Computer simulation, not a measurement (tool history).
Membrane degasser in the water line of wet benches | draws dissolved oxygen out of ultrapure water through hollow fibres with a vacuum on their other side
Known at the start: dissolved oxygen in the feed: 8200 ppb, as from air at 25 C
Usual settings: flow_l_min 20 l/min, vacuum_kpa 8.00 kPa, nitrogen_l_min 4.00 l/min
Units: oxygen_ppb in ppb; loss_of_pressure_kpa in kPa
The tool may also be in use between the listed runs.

run   hour  flow_l_min  vacuum_kpa  nitrogen_l_min  oxygen_ppb  loss_of_pressure_kpa
  1    0.0          20        8.00            4.00       131.5                 57.75
  2   54.5          20        8.00            4.00       132.1                 57.33
  3   83.2          23        8.00            4.00       180.0                 66.51
  4  130.2          23        8.00            4.00       180.3                 65.57
  5  190.8          20        8.00            4.00       130.3                 57.63
  6  235.4          20        5.29            4.00        98.2                 57.55
  7  287.6          20        5.29            4.00       101.2                 57.62
  8  339.0          20        5.29            4.00       101.3                 57.54
  9  408.6          20        7.35            4.00       123.6                 57.98
 10  452.5          20        7.35            4.00       123.1                 57.19
 11  519.3          20        6.15            4.00       109.5                 57.91
 12  561.2          29       12.22            8.34       293.5                 83.66
 13  605.4          26        8.74            4.00       250.9                 75.07
 14  671.3          26        8.74            4.00       254.3                 74.71
 15  731.6          21        6.72            9.48       106.5                 60.60
 16  785.9          22       11.71            9.84       150.2                 63.77
 17  841.0          18        6.40            1.93       120.9                 52.18
 18  873.8          20        7.72            4.60       124.3                 58.37
 19  943.5          28        7.99            2.44       325.8                 80.62

Taken out of this log: 2 entries between the listed runs. Where each belongs, and how the hidden state differs across it:
Between runs 8 and 9: vacuum gauge calibrated (hour 345.8)
  true pressure behind the membrane over the reading, kPa: 0.08 -> 0.1; air that leaks in behind the membrane, l/min: 0.0037 -> 0.0038
  measured less the result without the state, oxygen_ppb: +5.0 -> +5.4 ppb; loss_of_pressure_kpa: +0.68 -> +0.71 kPa
Between runs 10 and 11: vacuum gauge calibrated, once more (hour 505.8)
  true pressure behind the membrane over the reading, kPa: 0.1 -> -0.02; air that leaks in behind the membrane, l/min: 0.0039 -> 0.0041
  measured less the result without the state, oxygen_ppb: +5.6 -> +4.4 ppb; loss_of_pressure_kpa: +0.73 -> +0.77 kPa

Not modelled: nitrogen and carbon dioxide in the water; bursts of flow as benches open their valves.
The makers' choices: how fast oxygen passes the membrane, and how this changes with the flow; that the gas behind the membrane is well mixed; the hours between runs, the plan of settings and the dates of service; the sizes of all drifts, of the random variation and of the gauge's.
